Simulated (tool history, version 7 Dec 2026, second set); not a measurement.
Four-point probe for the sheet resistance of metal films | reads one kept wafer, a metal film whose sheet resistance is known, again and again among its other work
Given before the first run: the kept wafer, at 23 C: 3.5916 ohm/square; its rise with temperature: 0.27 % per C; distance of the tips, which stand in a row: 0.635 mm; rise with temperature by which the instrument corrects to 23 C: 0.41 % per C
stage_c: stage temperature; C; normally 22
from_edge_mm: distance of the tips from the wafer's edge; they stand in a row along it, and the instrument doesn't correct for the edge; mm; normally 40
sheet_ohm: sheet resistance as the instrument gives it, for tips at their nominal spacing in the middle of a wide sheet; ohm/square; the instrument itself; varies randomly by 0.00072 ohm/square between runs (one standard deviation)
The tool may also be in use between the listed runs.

run,day,stage_c,from_edge_mm,sheet_ohm
1,0,22,40,3.598012
2,0.733,22,40,3.599284
3,1.496,22,9,3.607715
4,2.35,22,58,3.598991
5,2.746,22,58,3.597628
6,3.65,22,58,3.598229
7,4.442,22,58,3.599241
8,5.317,22,58,3.597859
9,5.842,19,40,3.613221
10,6.212,19,40,3.613642
11,6.817,32,9,3.558119
12,7.221,32,9,3.557946
13,8.004,33,6,3.56532
14,8.462,32,4,3.595872
15,9.062,29,74,3.562053
16,9.504,34,12,3.544249
17,10.033,21,9,3.612807
18,10.5,21,23,3.604813
19,11.038,21,23,3.604483
20,11.617,23,20,3.593944

Below are 5 alternative next runs, each starting from the tool's condition after run 20. Predict each:
A,12.354,22,5,?
B,12.354,22,3,?
C,12.354,20,25,?
D,12.354,24,36,?
E,12.354,31,20,?

run,sheet_ohm
A,3.629248
B,3.68278
C,3.608901
D,3.586589
E,3.554089
With the hidden condition removed and each run's random variation left untouched, the same runs would have given:
run,sheet_ohm
A,3.62912
B,3.68265
C,3.60877
D,3.586467
E,3.553981
